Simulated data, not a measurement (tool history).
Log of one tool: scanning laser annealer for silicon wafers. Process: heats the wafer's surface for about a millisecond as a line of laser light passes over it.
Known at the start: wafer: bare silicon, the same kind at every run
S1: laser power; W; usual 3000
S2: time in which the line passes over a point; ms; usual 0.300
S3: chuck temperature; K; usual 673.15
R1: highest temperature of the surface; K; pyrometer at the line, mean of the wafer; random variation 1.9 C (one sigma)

{"run": 1, "day": 0.0, "S1": 3000, "S2": 0.3, "S3": 673.15, "R1": 1452.15}
{"run": 2, "day": 0.238, "S1": 3000, "S2": 0.332, "S3": 673.15, "R1": 1483.15}
{"run": 3, "day": 0.542, "S1": 3000, "S2": 0.332, "S3": 673.15, "R1": 1487.15}
{"run": 4, "day": 0.838, "S1": 3000, "S2": 0.229, "S3": 673.15, "R1": 1364.15}
{"run": 5, "day": 1.25, "S1": 3087, "S2": 0.3, "S3": 673.15, "R1": 1471.15}
{"run": 6, "day": 1.662, "S1": 3087, "S2": 0.3, "S3": 673.15, "R1": 1473.15}
{"run": 7, "day": 2.125, "S1": 3087, "S2": 0.3, "S3": 673.15, "R1": 1475.15}
{"run": 8, "day": 2.346, "S1": 3000, "S2": 0.358, "S3": 665.15, "R1": 1505.15}
{"run": 9, "day": 2.583, "S1": 3118, "S2": 0.375, "S3": 662.15, "R1": 1556.15}
{"run": 10, "day": 3.046, "S1": 3118, "S2": 0.375, "S3": 662.15, "R1": 1550.15}
{"run": 11, "day": 3.338, "S1": 3000, "S2": 0.219, "S3": 689.15, "R1": 1369.15}

3 ways to go on from here, each from the tool as it stands after run 11. What would each give?
{"run": "A", "day": 3.754, "S1": 2984, "S2": 0.354, "S3": 675.15, "R1": "?"}
{"run": "B", "day": 3.754, "S1": 3172, "S2": 0.266, "S3": 673.15, "R1": "?"}
{"run": "C", "day": 3.754, "S1": 2901, "S2": 0.343, "S3": 711.15, "R1": "?"}

run=A R1=1506.15
run=B R1=1459.15
run=C R1=1505.15
Without the tool's hidden state the same runs would have given:
run=A R1=1506.15
run=B R1=1460.15
run=C R1=1506.15
